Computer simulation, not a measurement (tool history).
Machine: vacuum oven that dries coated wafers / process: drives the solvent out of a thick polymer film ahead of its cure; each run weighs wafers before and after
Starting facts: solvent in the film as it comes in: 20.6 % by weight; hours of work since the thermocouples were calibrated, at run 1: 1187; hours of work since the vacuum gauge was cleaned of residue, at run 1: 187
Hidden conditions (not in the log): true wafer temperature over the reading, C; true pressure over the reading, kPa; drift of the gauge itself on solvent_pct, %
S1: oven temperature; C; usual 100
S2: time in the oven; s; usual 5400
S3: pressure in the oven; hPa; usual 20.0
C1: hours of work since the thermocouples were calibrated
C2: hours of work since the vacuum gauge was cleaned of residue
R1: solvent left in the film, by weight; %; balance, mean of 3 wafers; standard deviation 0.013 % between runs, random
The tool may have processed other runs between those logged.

| run | hour | S1 | S2 | S3 | C1 | C2 | R1 |
|---|---|---|---|---|---|---|---|
| 1 | 0.0 | 100 | 5400 | 20.0 | 1187 | 187 | 2.77 |
| 2 | 10.7 | 100 | 5400 | 20.0 | 1194 | 194 | 2.76 |
|  | 31.3 | oven's thermocouples calibrated |
| 3 | 38.3 | 100 | 5400 | 20.0 | 5 | 211 | 2.71 |
| 4 | 58.0 | 100 | 5400 | 67.4 | 18 | 224 | 5.23 |
| 5 | 74.6 | 100 | 5400 | 20.0 | 29 | 235 | 2.70 |
| 6 | 99.4 | 100 | 5400 | 20.0 | 45 | 251 | 2.71 |
| 7 | 118.1 | 100 | 5400 | 20.0 | 58 | 264 | 2.70 |
| 8 | 136.8 | 101 | 5400 | 20.0 | 70 | 276 | 2.52 |
| 9 | 157.4 | 101 | 5400 | 20.0 | 84 | 290 | 2.51 |
|  | 180.4 | oven's thermocouples calibrated, once more |
| 10 | 183.2 | 100 | 5400 | 20.0 | 2 | 306 | 3.22 |
| 11 | 206.6 | 100 | 5400 | 20.0 | 17 | 321 | 3.19 |
| 12 | 231.1 | 100 | 5400 | 20.0 | 34 | 338 | 3.18 |
| 13 | 246.7 | 100 | 5400 | 20.0 | 44 | 348 | 3.17 |
| 14 | 272.8 | 100 | 5400 | 20.0 | 61 | 365 | 3.18 |
| 15 | 283.4 | 100 | 5400 | 12.3 | 68 | 372 | 2.73 |
| 16 | 296.7 | 100 | 5400 | 54.7 | 77 | 381 | 5.12 |
| 17 | 320.8 | 100 | 5400 | 54.7 | 93 | 397 | 5.15 |
| 18 | 343.8 | 100 | 5400 | 54.7 | 109 | 412 | 5.13 |
| 19 | 358.8 | 100 | 7140 | 60.9 | 118 | 422 | 4.68 |
| 20 | 378.7 | 110 | 3360 | 19.2 | 132 | 436 | 3.14 |
| 21 | 400.2 | 104 | 3360 | 18.3 | 146 | 450 | 4.36 |
| 22 | 425.6 | 97 | 5400 | 20.0 | 163 | 467 | 3.80 |
| 23 | 446.0 | 97 | 5400 | 20.0 | 176 | 480 | 3.82 |
| 24 | 461.5 | 97 | 5400 | 20.0 | 187 | 491 | 3.81 |
| 25 | 478.2 | 97 | 5400 | 20.0 | 198 | 502 | 3.81 |
| 26 | 492.2 | 97 | 5400 | 20.0 | 207 | 511 | 3.81 |
| 27 | 507.4 | 115 | 5400 | 20.0 | 217 | 521 | 1.15 |
| 28 | 533.4 | 113 | 8100 | 75.0 | 234 | 538 | 3.10 |
| 29 | 555.6 | 93 | 4800 | 20.0 | 249 | 553 | 5.38 |
| 30 | 578.5 | 95 | 6300 | 20.0 | 264 | 568 | 3.61 |
| 31 | 603.9 | 101 | 7020 | 20.0 | 281 | 585 | 2.15 |
| 32 | 621.2 | 101 | 7020 | 20.0 | 293 | 597 | 2.16 |
| 33 | 635.0 | 102 | 8280 | 11.2 | 302 | 606 | 1.22 |
| 34 | 656.1 | 94 | 6420 | 28.4 | 316 | 620 | 4.29 |
| 35 | 672.3 | 100 | 3480 | 62.1 | 327 | 631 | 7.24 |

For some of the steps in R1 from one run to the next: how much would appear even if the tool had no hidden state, given the settings, what came in and random variation, and how much remains for the hidden state plus any gauge scatter that the measured result and the result without hidden state don't share?
Run 3 -> 4: S3 20.0 -> 67.4. R1 +2.52 %: hidden state -0.22, all else +2.74.
Run 4 -> 5: S3 67.4 -> 20.0. R1 -2.53 %: hidden state +0.22, all else -2.75.
Run 9 -> 10: S1 101 -> 100, oven's thermocouples calibrated, once more. R1 +0.71 %: hidden state +0.48, all else +0.23.
Run 26 -> 27: S1 97 -> 115. R1 -2.66 %: hidden state +0.13, all else -2.79.
Run 33 -> 34: S1 102 -> 94, S2 8280 -> 6420, S3 11.2 -> 28.4. R1 +3.07 %: hidden state -0.18, all else +3.25.
Run 34 -> 35: S1 94 -> 100, S2 6420 -> 3480, S3 28.4 -> 62.1. R1 +2.95 %: hidden state -0.14, all else +3.09.

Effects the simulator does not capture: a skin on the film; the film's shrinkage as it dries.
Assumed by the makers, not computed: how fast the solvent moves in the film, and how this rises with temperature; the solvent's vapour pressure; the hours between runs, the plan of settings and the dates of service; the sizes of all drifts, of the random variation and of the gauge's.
